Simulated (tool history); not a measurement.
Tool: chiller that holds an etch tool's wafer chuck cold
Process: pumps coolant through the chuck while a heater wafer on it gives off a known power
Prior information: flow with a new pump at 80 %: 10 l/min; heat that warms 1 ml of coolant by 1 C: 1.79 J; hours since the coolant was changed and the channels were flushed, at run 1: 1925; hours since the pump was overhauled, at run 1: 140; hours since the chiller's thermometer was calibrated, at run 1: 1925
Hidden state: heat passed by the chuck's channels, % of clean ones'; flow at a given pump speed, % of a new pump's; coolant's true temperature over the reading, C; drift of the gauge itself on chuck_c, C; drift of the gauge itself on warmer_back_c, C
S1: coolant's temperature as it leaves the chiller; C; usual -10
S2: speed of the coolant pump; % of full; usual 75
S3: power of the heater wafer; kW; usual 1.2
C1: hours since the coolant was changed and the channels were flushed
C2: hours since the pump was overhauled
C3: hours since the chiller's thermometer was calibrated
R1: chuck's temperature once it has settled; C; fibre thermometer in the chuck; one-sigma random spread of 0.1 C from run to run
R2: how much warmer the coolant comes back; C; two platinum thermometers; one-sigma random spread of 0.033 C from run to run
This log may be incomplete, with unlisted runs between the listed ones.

{"run": 1, "day": 0.0, "S1": -10, "S2": 75, "S3": 1.2, "C1": 1925, "C2": 140, "C3": 1925, "R1": 6.2, "R2": 4.33}
{"run": 2, "day": 6.392, "S1": -7, "S2": 75, "S3": 1.2, "C1": 2078, "C2": 293, "C3": 2078, "R1": 9.2, "R2": 4.41}
{"run": 3, "day": 11.567, "S1": -7, "S2": 75, "S3": 1.2, "C1": 2203, "C2": 418, "C3": 2203, "R1": 9.4, "R2": 4.36}
{"run": 4, "day": 14.654, "S1": -10, "S2": 75, "S3": 1.245, "C1": 2277, "C2": 492, "C3": 2277, "R1": 7.2, "R2": 4.56}
{"run": 5, "day": 19.475, "S1": -10, "S2": 75, "S3": 1.245, "C1": 2392, "C2": 607, "C3": 2392, "R1": 7.1, "R2": 4.57}
{"run": 6, "day": 24.725, "S1": -10, "S2": 75, "S3": 1.245, "C1": 2518, "C2": 733, "C3": 2518, "R1": 7.1, "R2": 4.58}
{"run": 7, "day": 28.517, "S1": -10, "S2": 75, "S3": 1.134, "C1": 2609, "C2": 824, "C3": 2609, "R1": 5.7, "R2": 4.14}
{"run": 8, "day": 33.858, "S1": -10, "S2": 75, "S3": 1.2, "C1": 2738, "C2": 953, "C3": 2738, "R1": 6.9, "R2": 4.34}
{"run": 9, "day": 40.283, "S1": -10, "S2": 75, "S3": 1.2, "C1": 2892, "C2": 1107, "C3": 2892, "R1": 6.8, "R2": 4.42}
{"run": 10, "day": 45.767, "S1": -10, "S2": 75, "S3": 1.2, "C1": 3023, "C2": 1238, "C3": 3023, "R1": 7.1, "R2": 4.44}
{"run": 11, "day": 49.742, "S1": -11, "S2": 75, "S3": 1.2, "C1": 3119, "C2": 1334, "C3": 3119, "R1": 5.9, "R2": 4.45}
{"run": 12, "day": 52.7, "S1": -11, "S2": 75, "S3": 1.2, "C1": 3190, "C2": 1405, "C3": 3190, "R1": 6.1, "R2": 4.46}
{"day": 53.029, "done": "chiller's thermometer calibrated"}
{"run": 13, "day": 55.458, "S1": -10, "S2": 75, "S3": 1.2, "C1": 3255, "C2": 1470, "C3": 58, "R1": 6.9, "R2": 4.48}
{"run": 14, "day": 58.442, "S1": -10, "S2": 75, "S3": 1.2, "C1": 3327, "C2": 1541, "C3": 130, "R1": 6.9, "R2": 4.49}
{"run": 15, "day": 62.033, "S1": -10, "S2": 75, "S3": 1.155, "C1": 3413, "C2": 1628, "C3": 216, "R1": 6.4, "R2": 4.32}
{"run": 16, "day": 66.15, "S1": -10, "S2": 75, "S3": 1.2, "C1": 3512, "C2": 1727, "C3": 315, "R1": 7.1, "R2": 4.53}
{"run": 17, "day": 72.588, "S1": -15, "S2": 75, "S3": 1.791, "C1": 3666, "C2": 1881, "C3": 469, "R1": 11.2, "R2": 6.75}
{"day": 74.246, "done": "chiller's thermometer calibrated, once more"}
{"run": 18, "day": 77.517, "S1": -15, "S2": 75, "S3": 1.791, "C1": 3783, "C2": 1998, "C3": 78, "R1": 12.4, "R2": 6.79}
{"run": 19, "day": 83.108, "S1": -15, "S2": 69, "S3": 1.224, "C1": 3918, "C2": 2133, "C3": 213, "R1": 5.2, "R2": 4.98}
{"run": 20, "day": 86.346, "S1": -15, "S2": 69, "S3": 1.224, "C1": 3995, "C2": 2210, "C3": 290, "R1": 5.4, "R2": 5.08}
{"run": 21, "day": 91.125, "S1": -15, "S2": 92, "S3": 0.661, "C1": 4110, "C2": 2325, "C3": 405, "R1": -6.7, "R2": 2}
{"run": 22, "day": 96.596, "S1": -15, "S2": 92, "S3": 0.661, "C1": 4241, "C2": 2456, "C3": 536, "R1": -6.6, "R2": 2.03}
{"day": 97.833, "done": "coolant changed, channels flushed"}
{"run": 23, "day": 102.646, "S1": -15, "S2": 92, "S3": 0.661, "C1": 116, "C2": 2595, "C3": 676, "R1": -7.7, "R2": 2}
{"run": 24, "day": 106.904, "S1": -10, "S2": 62, "S3": 1.452, "C1": 218, "C2": 2698, "C3": 778, "R1": 13.7, "R2": 6.9}
{"run": 25, "day": 113.379, "S1": -18, "S2": 75, "S3": 1.073, "C1": 373, "C2": 2853, "C3": 933, "R1": -3.4, "R2": 4.19}
{"run": 26, "day": 117.338, "S1": -18, "S2": 75, "S3": 1.073, "C1": 468, "C2": 2948, "C3": 1028, "R1": -3.3, "R2": 4.16}
{"run": 27, "day": 121.504, "S1": 0, "S2": 76, "S3": 1.073, "C1": 568, "C2": 3048, "C3": 1128, "R1": 14.5, "R2": 4.14}
{"run": 28, "day": 125.988, "S1": -19, "S2": 76, "S3": 1.073, "C1": 676, "C2": 3156, "C3": 1236, "R1": -4.2, "R2": 4.09}
{"run": 29, "day": 130.604, "S1": -19, "S2": 76, "S3": 1.073, "C1": 787, "C2": 3266, "C3": 1347, "R1": -4.2, "R2": 4.17}
{"run": 30, "day": 134.146, "S1": -19, "S2": 76, "S3": 1.073, "C1": 872, "C2": 3351, "C3": 1432, "R1": -4.1, "R2": 4.16}
{"run": 31, "day": 140.25, "S1": -10, "S2": 80, "S3": 0.911, "C1": 1018, "C2": 3498, "C3": 1578, "R1": 2.1, "R2": 3.36}
{"run": 32, "day": 145.046, "S1": -10, "S2": 80, "S3": 0.911, "C1": 1133, "C2": 3613, "C3": 1693, "R1": 2.1, "R2": 3.38}

Results for each run, recomputed without the tool's hidden state and with each run's random variation untouched:
run=1 R1=5.5 R2=4.3
run=2 R1=8.5 R2=4.37
run=3 R1=8.6 R2=4.31
run=4 R1=6.2 R2=4.5
run=5 R1=6.1 R2=4.49
run=6 R1=6 R2=4.48
run=7 R1=4.6 R2=4.04
run=8 R1=5.6 R2=4.23
run=9 R1=5.5 R2=4.29
run=10 R1=5.7 R2=4.3
run=11 R1=4.5 R2=4.3
run=12 R1=4.6 R2=4.3
run=13 R1=5.5 R2=4.31
run=14 R1=5.5 R2=4.31
run=15 R1=4.9 R2=4.13
run=16 R1=5.5 R2=4.32
run=17 R1=8.1 R2=6.43
run=18 R1=8.3 R2=6.45
run=19 R1=2.1 R2=4.7
run=20 R1=2.2 R2=4.8
run=21 R1=-8 R2=1.89
run=22 R1=-8 R2=1.9
run=23 R1=-7.9 R2=1.87
run=24 R1=12.4 R2=6.43
run=25 R1=-4.2 R2=3.89
run=26 R1=-4.2 R2=3.85
run=27 R1=13.6 R2=3.83
run=28 R1=-5.2 R2=3.77
run=29 R1=-5.2 R2=3.83
run=30 R1=-5.2 R2=3.81
run=31 R1=1.2 R2=3.07
run=32 R1=1.1 R2=3.08
